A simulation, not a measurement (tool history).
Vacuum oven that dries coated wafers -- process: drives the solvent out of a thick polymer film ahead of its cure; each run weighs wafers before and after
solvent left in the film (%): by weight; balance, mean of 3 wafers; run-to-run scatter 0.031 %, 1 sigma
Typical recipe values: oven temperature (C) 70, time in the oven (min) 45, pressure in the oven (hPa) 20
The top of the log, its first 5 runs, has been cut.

| run | hour | oven temperature (C) | time in the oven (min) | pressure in the oven (hPa) | solvent left in the film (%) |
|---|---|---|---|---|---|
| 6 | 95.8 | 70 | 45 | 26.7 | 1.84 |
| 7 | 122.3 | 70 | 26 | 20 | 3.17 |
| 8 | 140.7 | 70 | 31 | 20 | 2.52 |
| 9 | 167.3 | 70 | 31 | 20 | 2.56 |
| 10 | 197.4 | 84 | 45 | 20 | 0.53 |
| 11 | 213.7 | 70 | 63 | 20 | 1.17 |
| 12 | 234 | 70 | 63 | 20 | 1.18 |
| 13 | 254.7 | 70 | 63 | 19.2 | 1.14 |
|  | 259.2 | oven's thermocouples calibrated |
| 14 | 281 | 70 | 63 | 19.2 | 1.07 |
| 15 | 297.9 | 70 | 33 | 20 | 2.24 |
| 16 | 321 | 70 | 33 | 20 | 2.27 |
| 17 | 334.3 | 70 | 33 | 20 | 2.25 |
| 18 | 354.5 | 62 | 45 | 20 | 3.81 |
| 19 | 370.8 | 70 | 45 | 20 | 1.6 |
| 20 | 386.3 | 70 | 45 | 20 | 1.53 |
| 21 | 400.5 | 70 | 45 | 20 | 1.5 |

Forecast run 22:
|  | 421.4 | oven's thermocouples calibrated, once more |
| 22 | 431 | 70 | 45 | 20 | ? |

Run 22 produced solvent left in the film (%) 1.63.
On a tool with no hidden condition, and with the same random variation, this run would have come out at solvent left in the film (%) 1.46.
